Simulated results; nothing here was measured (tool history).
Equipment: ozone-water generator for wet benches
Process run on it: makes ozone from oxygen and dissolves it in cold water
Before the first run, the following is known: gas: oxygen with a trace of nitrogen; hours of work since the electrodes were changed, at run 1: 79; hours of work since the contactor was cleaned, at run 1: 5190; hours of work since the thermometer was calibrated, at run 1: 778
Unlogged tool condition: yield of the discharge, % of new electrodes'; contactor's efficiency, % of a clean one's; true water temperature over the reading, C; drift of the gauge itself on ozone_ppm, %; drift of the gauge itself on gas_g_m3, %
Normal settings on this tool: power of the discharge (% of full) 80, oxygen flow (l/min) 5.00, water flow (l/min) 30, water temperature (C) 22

run	hour	power of the discharge (% of full)	oxygen flow (l/min)	water flow (l/min)	water temperature (C)	hours of work since the electrodes were changed	hours of work since the contactor was cleaned	hours of work since the thermometer was calibrated	dissolved ozone (ppm)	ozone in the gas ahead of the water (g/m3)
1	0.0	80	5.00	30	22	79	5190	778	14.5	251.0
2	32.8	80	5.00	30	22	108	5219	807	14.5	250.2
3	49.0	80	5.00	30	22	123	5234	822	14.3	250.1
4	80.1	58	5.00	30	22	151	5262	850	11.6	202.6
5	103.9	58	5.00	30	22	172	5284	871	11.5	201.0
6	120.5	58	5.00	30	22	187	5299	886	11.5	202.1
7	146.5	80	5.50	30	22	211	5322	910	14.6	235.6
8	171.0	80	5.00	30	22	233	5344	932	14.4	248.5
9	195.6	80	5.00	30	23	255	5366	954	13.9	249.7
10	211.3	80	5.00	30	21	269	5381	968	14.3	248.1
11	231.8	80	5.00	30	21	288	5399	987	14.2	248.8
12	255.1	80	5.00	30	21	309	5420	1008	14.4	249.2
13	282.5	80	5.00	30	21	333	5445	1032	14.5	249.7
14	297.6	80	5.00	30	18	347	5458	1046	14.6	246.8
15	318.9	80	5.00	30	18	366	5478	1065	15.1	250.0
16	334.8	80	5.00	30	22	381	5492	1080	14.2	249.3
17	365.4	80	5.00	30	22	408	5520	1107	14.2	248.4
18	387.1	80	5.00	30	22	428	5539	1127	14.3	250.3
19	423.2	73	5.00	24	21	460	5572	1159	16.5	236.5
20	453.9	80	5.00	25	16	488	5599	1187	18.0	247.5
21	480.7	56	5.00	35	27	512	5624	1211	9.2	194.9
22	505.1	80	6.04	42	25	534	5646	1233	10.0	226.2
23	528.7	80	6.04	42	25	556	5667	1255	10.2	225.8
24	551.3	80	3.20	37	23	576	5687	1275	10.7	318.3
25	585.8	90	3.20	24	25	607	5718	1306	17.2	343.3
26	602.2	43	5.00	38	22	622	5733	1321	7.5	164.7
27	633.7	43	5.74	27	22	650	5762	1349	10.2	152.6
28	651.8	43	5.74	28	23	667	5778	1366	9.8	151.5
29	670.7	69	2.92	20	18	684	5795	1383	18.6	301.8
30	692.9	69	2.92	20	18	704	5815	1403	18.3	300.6
31	721.7	69	3.27	25	18	730	5841	1429	14.9	283.6
32	741.5	68	5.66	20	22	748	5859	1447	18.1	207.6
33	773.4	68	5.66	20	22	776	5888	1475	17.8	207.3
34	794.8	68	5.66	20	22	796	5907	1495	17.9	207.9

For some of the steps in dissolved ozone (ppm) from one run to the next: how much would appear even if the tool had no hidden state, given the settings, what came in and random variation, and how much remains for the hidden state plus any gauge scatter that the measured result and the result without hidden state don't share?
Run 20 -> 21: power of the discharge (% of full) 80 -> 56, water flow (l/min) 25 -> 35, water temperature (C) 16 -> 27. dissolved ozone (ppm) -8.8: hidden state +0.7, all else -9.5.
Run 25 -> 26: power of the discharge (% of full) 90 -> 43, oxygen flow (l/min) 3.20 -> 5.00, water flow (l/min) 24 -> 38, water temperature (C) 25 -> 22. dissolved ozone (ppm) -9.7: hidden state +0.8, all else -10.5.
Run 28 -> 29: power of the discharge (% of full) 43 -> 69, oxygen flow (l/min) 5.74 -> 2.92, water flow (l/min) 28 -> 20, water temperature (C) 23 -> 18. dissolved ozone (ppm) +8.8: hidden state -0.7, all else +9.5.

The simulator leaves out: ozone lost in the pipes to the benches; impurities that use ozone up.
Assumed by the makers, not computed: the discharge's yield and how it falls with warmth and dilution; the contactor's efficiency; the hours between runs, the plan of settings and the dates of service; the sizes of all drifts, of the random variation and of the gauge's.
